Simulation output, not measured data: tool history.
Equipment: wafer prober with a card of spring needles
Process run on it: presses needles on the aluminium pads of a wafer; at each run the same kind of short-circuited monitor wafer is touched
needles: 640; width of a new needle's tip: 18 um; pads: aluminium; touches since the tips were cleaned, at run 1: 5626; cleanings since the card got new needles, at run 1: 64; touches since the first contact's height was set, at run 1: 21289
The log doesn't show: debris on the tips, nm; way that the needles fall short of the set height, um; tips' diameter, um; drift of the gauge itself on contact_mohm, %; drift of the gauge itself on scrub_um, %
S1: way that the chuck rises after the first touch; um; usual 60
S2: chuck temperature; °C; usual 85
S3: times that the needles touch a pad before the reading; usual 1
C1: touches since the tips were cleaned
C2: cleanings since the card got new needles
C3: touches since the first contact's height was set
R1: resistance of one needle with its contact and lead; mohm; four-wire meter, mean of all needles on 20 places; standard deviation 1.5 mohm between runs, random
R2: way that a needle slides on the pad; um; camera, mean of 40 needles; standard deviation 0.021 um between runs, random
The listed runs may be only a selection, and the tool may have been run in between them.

Run 1, hour 0: usual settings; C1 5626; C2 64; C3 21289. Result: R1 241 mohm, R2 14.54 um.
At hour 3.6: tips cleaned on abrasive film.
At hour 21.7: tips cleaned on abrasive film.
At hour 39.6: tips cleaned on abrasive film.
Run 2, hour 45.2: usual settings but S2 48 °C; C1 2388; C2 67; C3 40507. Result: R1 213 mohm, R2 14.45 um.
At hour 56.6: tips cleaned on abrasive film.
Run 3, hour 70.9: usual settings but S2 48 °C; C1 6087; C2 68; C3 51442. Result: R1 250 mohm, R2 14.48 um.
At hour 73.8: tips cleaned on abrasive film.
At hour 92.4: tips cleaned on abrasive film.
At hour 112.5: tips cleaned on abrasive film.
Run 4, hour 122.3: usual settings; C1 4201; C2 71; C3 73321. Result: R1 239 mohm, R2 14.41 um.
At hour 128.9: tips cleaned on abrasive film.
At hour 147.7: tips cleaned on abrasive film.
At hour 165.6: tips cleaned on abrasive film.
Run 5, hour 179: usual settings; C1 5736; C2 74; C3 97455. Result: R1 253 mohm, R2 14.38 um.
At hour 183.1: tips cleaned on abrasive film.
At hour 191.6: height of the first contact set anew.
At hour 199.8: tips cleaned on abrasive film.
Run 6, hour 205.2: usual settings; C1 2311; C2 76; C3 5792. Result: R1 217 mohm, R2 14.51 um.
At hour 219.8: tips cleaned on abrasive film.
At hour 239.2: tips cleaned on abrasive film.
Run 7, hour 253.6: usual settings; C1 6156; C2 78; C3 26428. Result: R1 253 mohm, R2 14.48 um.
At hour 257.8: tips cleaned on abrasive film.
At hour 261.9: tips cleaned on abrasive film, once more.
At hour 280.9: tips cleaned on abrasive film.
At hour 297.8: tips cleaned on abrasive film.
At hour 314.5: tips cleaned on abrasive film.
Run 8, hour 314.5: usual settings; C1 0; C2 83; C3 52272. Result: R1 157 mohm, R2 14.39 um.
At hour 330.9: tips cleaned on abrasive film.
At hour 350.3: tips cleaned on abrasive film.
At hour 366.7: tips cleaned on abrasive film.
Run 9, hour 376.6: usual settings but S3 2; C1 4236; C2 86; C3 78713. Result: R1 200 mohm, R2 14.37 um.
At hour 384.8: tips cleaned on abrasive film.
At hour 404.6: tips cleaned on abrasive film.
At hour 423.1: tips cleaned on abrasive film.
Run 10, hour 425.3: usual settings but S2 54 °C, S3 2; C1 953; C2 89; C3 99429. Result: R1 165 mohm, R2 14.32 um.
At hour 433.7: height of the first contact set anew.
At hour 441.9: tips cleaned on abrasive film.
At hour 460.4: tips cleaned on abrasive film.
Run 11, hour 463.1: usual settings but S2 54 °C, S3 2; C1 1165; C2 91; C3 12505. Result: R1 162 mohm, R2 14.55 um.
At hour 479: tips cleaned on abrasive film.
At hour 496.9: tips cleaned on abrasive film.
Run 12, hour 503.6: usual settings but S2 54 °C, S3 2; C1 2850; C2 93; C3 29737. Result: R1 189 mohm, R2 14.47 um.
At hour 514.4: tips cleaned on abrasive film.
At hour 532.9: tips cleaned on abrasive film.
Run 13, hour 534.3: usual settings but S1 69 um, S2 54 °C, S3 2; C1 586; C2 95; C3 42791. Result: R1 156 mohm, R2 16.61 um.
At hour 550.5: tips cleaned on abrasive film.
At hour 569.4: tips cleaned on abrasive film.
At hour 585.8: tips cleaned on abrasive film.
Run 14, hour 585.8: usual settings but S1 69 um, S2 54 °C, S3 2; C1 0; C2 98; C3 64724. Result: R1 147 mohm, R2 16.6 um.
At hour 603.5: tips cleaned on abrasive film.
At hour 621.4: tips cleaned on abrasive film.
At hour 641: tips cleaned on abrasive film.
Run 15, hour 646.3: usual settings but S1 69 um, S2 54 °C, S3 2; C1 2251; C2 101; C3 90469. Result: R1 175 mohm, R2 16.48 um.
At hour 658.6: tips cleaned on abrasive film.
At hour 675.2: height of the first contact set anew.
At hour 679.3: tips cleaned on abrasive film.
Run 16, hour 683.5: usual settings but S1 76 um, S2 53 °C; C1 1776; C2 103; C3 3517. Result: R1 178 mohm, R2 18.37 um.
At hour 698.1: tips cleaned on abrasive film.
At hour 717.3: tips cleaned on abrasive film.
Run 17, hour 721.9: usual settings but S1 76 um, S2 53 °C; C1 1987; C2 105; C3 19898. Result: R1 181 mohm, R2 18.44 um.
At hour 735.7: tips cleaned on abrasive film.
Run 18, hour 751.2: usual settings but S1 76 um, S2 53 °C; C1 6637; C2 106; C3 32391. Result: R1 219 mohm, R2 18.33 um.
At hour 755.4: tips cleaned on abrasive film.
At hour 774.5: tips cleaned on abrasive film.
At hour 791.5: tips cleaned on abrasive film.
Run 19, hour 791.5: usual settings but S1 76 um, S2 53 °C; C1 0; C2 109; C3 49484. Result: R1 147 mohm, R2 18.35 um.
At hour 809.1: tips cleaned on abrasive film.
At hour 827.9: tips cleaned on abrasive film.
Run 20, hour 836.3: usual settings but S1 54 um, S2 51 °C; C1 3569; C2 111; C3 68566. Result: R1 254 mohm, R2 12.94 um.
At hour 847.3: tips cleaned on abrasive film.
At hour 866.2: tips cleaned on abrasive film.
Run 21, hour 867: usual settings but S1 56 um, S2 75 °C; C1 356; C2 113; C3 81648. Result: R1 173 mohm, R2 13.39 um.
At hour 883.3: tips cleaned on abrasive film.
At hour 901.5: tips cleaned on abrasive film.
Run 22, hour 906.7: usual settings but S1 53 um, S2 75 °C; C1 2221; C2 115; C3 98542. Result: R1 240 mohm, R2 12.63 um.
At hour 917.8: height of the first contact set anew.
At hour 920.9: tips cleaned on abrasive film.
At hour 939.3: tips cleaned on abrasive film.
Run 23, hour 946.9: usual settings but S1 53 um, S2 75 °C; C1 3229; C2 117; C3 12345. Result: R1 245 mohm, R2 12.8 um.
At hour 958.6: tips cleaned on abrasive film.
At hour 977: tips cleaned on abrasive film.
At hour 993.9: tips cleaned on abrasive film.
Run 24, hour 993.9: usual settings but S1 42 um, S3 2; C1 0; C2 120; C3 32361. Result: R1 161 mohm, R2 10.09 um.
At hour 1012.3: tips cleaned on abrasive film.
Run 25, hour 1028.4: usual settings but S1 42 um, S3 2; C1 6912; C2 121; C3 47084. Result: R1 296 mohm, R2 10.1 um.
At hour 1032.2: tips cleaned on abrasive film.
At hour 1051.1: tips cleaned on abrasive film.
At hour 1070.7: tips cleaned on abrasive film.
Run 26, hour 1075.1: usual settings but S1 42 um, S3 2; C1 1886; C2 124; C3 66911. Result: R1 225 mohm, R2 10.04 um.
At hour 1090.6: tips cleaned on abrasive film.
At hour 1109.1: tips cleaned on abrasive film.
At hour 1129.5: tips cleaned on abrasive film.
Run 27, hour 1133.3: usual settings but S1 42 um, S3 2; C1 1639; C2 127; C3 91714. Result: R1 226 mohm, R2 9.96 um.
At hour 1147.7: tips cleaned on abrasive film.
At hour 1159.6: height of the first contact set anew.
At hour 1167.8: tips cleaned on abrasive film.
Run 28, hour 1177.8: usual settings but S1 42 um, S3 2; C1 4257; C2 129; C3 7738. Result: R1 276 mohm, R2 10.18 um.

How would selected steps in R1 from run to run divide? Give the signed amount a tool lacking its hidden state would still show from settings, what came in and random variation, and the signed amount left for the hidden state, including any gauge scatter that is not in both of the compared results.
Run 19 -> 20: S1 76 -> 54, S2 53 -> 51, tips cleaned on abrasive film, tips cleaned on abrasive film. R1 +107 mohm: hidden state +105, all else +2.
Run 24 -> 25: tips cleaned on abrasive film. R1 +135 mohm: hidden state +135, all else +0.
